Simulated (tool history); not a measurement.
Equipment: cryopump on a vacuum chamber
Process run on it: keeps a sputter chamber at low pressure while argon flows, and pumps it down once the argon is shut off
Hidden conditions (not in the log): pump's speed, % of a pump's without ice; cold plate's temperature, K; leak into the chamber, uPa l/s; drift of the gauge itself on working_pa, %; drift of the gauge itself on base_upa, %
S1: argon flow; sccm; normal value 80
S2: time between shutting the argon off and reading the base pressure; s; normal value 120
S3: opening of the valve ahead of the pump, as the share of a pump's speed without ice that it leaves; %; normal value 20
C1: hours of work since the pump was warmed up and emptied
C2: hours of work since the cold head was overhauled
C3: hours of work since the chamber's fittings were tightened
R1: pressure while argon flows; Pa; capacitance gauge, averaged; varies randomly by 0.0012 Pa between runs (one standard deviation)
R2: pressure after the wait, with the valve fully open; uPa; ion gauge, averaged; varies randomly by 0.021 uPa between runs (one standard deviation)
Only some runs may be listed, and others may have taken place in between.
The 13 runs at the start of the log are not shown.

run 14 day=22.383 | S1=46 S2=231 S3=20 | C1=82 C2=1029 C3=1758 | R1=0.1625 R2=1.27
run 15 day=23.5 | S1=46 S2=231 S3=20 | C1=94 C2=1041 C3=1771 | R1=0.1621 R2=1.27
run 16 day=25.767 | S1=80 S2=61 S3=20 | C1=120 C2=1067 C3=1797 | R1=0.2843 R2=1.83
run 17 day=26.8 | S1=51 S2=120 S3=20 | C1=132 C2=1079 C3=1809 | R1=0.1811 R2=1.47
run 18 day=28.662 | S1=34 S2=27 S3=18 | C1=154 C2=1101 C3=1830 | R1=0.1339 R2=2.73
-- day=28.854 leaking fittings of the chamber tightened, without venting
run 19 day=30.129 | S1=34 S2=27 S3=18 | C1=170 C2=1116 C3=15 | R1=0.136 R2=1.72
run 20 day=31.162 | S1=34 S2=27 S3=18 | C1=181 C2=1128 C3=26 | R1=0.1351 R2=1.68
run 21 day=32.408 | S1=34 S2=27 S3=18 | C1=196 C2=1143 C3=41 | R1=0.1346 R2=1.69
run 22 day=34.162 | S1=34 S2=140 S3=22 | C1=216 C2=1163 C3=61 | R1=0.1114 R2=0.49
run 23 day=35.504 | S1=34 S2=39 S3=17 | C1=231 C2=1178 C3=76 | R1=0.1425 R2=1.28
run 24 day=37.133 | S1=124 S2=120 S3=20 | C1=250 C2=1197 C3=95 | R1=0.4421 R2=0.56
run 25 day=38.167 | S1=124 S2=120 S3=20 | C1=262 C2=1209 C3=107 | R1=0.4421 R2=0.56
run 26 day=39.921 | S1=83 S2=26 S3=38 | C1=282 C2=1229 C3=127 | R1=0.1596 R2=1.84
run 27 day=41.821 | S1=83 S2=26 S3=38 | C1=304 C2=1250 C3=149 | R1=0.1591 R2=1.82
run 28 day=43.05 | S1=83 S2=26 S3=38 | C1=318 C2=1265 C3=163 | R1=0.1597 R2=1.82
run 29 day=44.792 | S1=83 S2=26 S3=38 | C1=338 C2=1285 C3=183 | R1=0.1618 R2=1.89
run 30 day=46.696 | S1=80 S2=55 S3=30 | C1=359 C2=1306 C3=205 | R1=0.1936 R2=1.06
run 31 day=48.617 | S1=52 S2=130 S3=17 | C1=381 C2=1328 C3=227 | R1=0.2191 R2=0.62
run 32 day=50.596 | S1=103 S2=21 S3=40 | C1=404 C2=1351 C3=249 | R1=0.1918 R2=2.28
run 33 day=52.371 | S1=107 S2=21 S3=20 | C1=424 C2=1371 C3=270 | R1=0.3884 R2=2.36

Predict each of these 4 candidate next runs independently; none follows another, all start after run 33:
run A day=54.383 | S1=38 S2=22 S3=22 | C1=448 C2=1394 C3=293 | R1=? R2=?
run B day=54.383 | S1=107 S2=173 S3=23 | C1=448 C2=1394 C3=293 | R1=? R2=?
run C day=54.383 | S1=80 S2=121 S3=37 | C1=448 C2=1394 C3=293 | R1=? R2=?
run D day=54.383 | S1=80 S2=103 S3=20 | C1=448 C2=1394 C3=293 | R1=? R2=?

run=A R1=0.1248 R2=2.22
run=B R1=0.3396 R2=0.62
run=C R1=0.1603 R2=0.72
run=D R1=0.2884 R2=0.77
With no hidden state in the tool, these same runs would have given:
run=A R1=0.1204 R2=1.99
run=B R1=0.3273 R2=0.38
run=C R1=0.151 R2=0.48
run=D R1=0.2792 R2=0.53
